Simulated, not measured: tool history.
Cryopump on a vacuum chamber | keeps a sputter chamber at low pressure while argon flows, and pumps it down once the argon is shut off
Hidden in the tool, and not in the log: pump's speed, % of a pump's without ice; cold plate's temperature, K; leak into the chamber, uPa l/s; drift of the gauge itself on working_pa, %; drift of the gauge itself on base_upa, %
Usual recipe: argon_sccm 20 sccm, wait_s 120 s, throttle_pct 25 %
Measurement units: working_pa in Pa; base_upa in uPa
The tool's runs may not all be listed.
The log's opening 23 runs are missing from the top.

run	hour	argon_sccm	wait_s	throttle_pct	hours of work since the pump was warmed up and emptied	hours of work since the cold head was overhauled	hours of work since the chamber's fittings were tightened	working_pa	base_upa
24	1000.8	27	41	48	492	1504	81	0.0439	1.33
25	1056.2	27	41	48	517	1528	105	0.0447	1.39
26	1117.9	12	58	24	544	1556	133	0.0375	1.12
27	1167.4	24	116	18	566	1578	155	0.0985	0.78
28	1223.4	20	120	58	591	1603	180	0.0274	0.85
29	1269.9	20	120	28	612	1623	200	0.0550	0.88
30	1308.1	20	120	28	629	1640	217	0.0549	0.90
31	1344.5	29	120	16	645	1656	233	0.1358	0.94
32	1406.2	27	261	16	672	1684	261	0.1249	0.81

Run 33, settings as shown, results not yet in. Your forecast:
33	1446.2	12	120	25	690	1702	278	?	?

working_pa: 0.0373 Pa
base_upa: 1.01 uPa
Minus the tool's unlogged condition, the same run would have read working_pa 0.0348 Pa, base_upa 0.49 uPa.

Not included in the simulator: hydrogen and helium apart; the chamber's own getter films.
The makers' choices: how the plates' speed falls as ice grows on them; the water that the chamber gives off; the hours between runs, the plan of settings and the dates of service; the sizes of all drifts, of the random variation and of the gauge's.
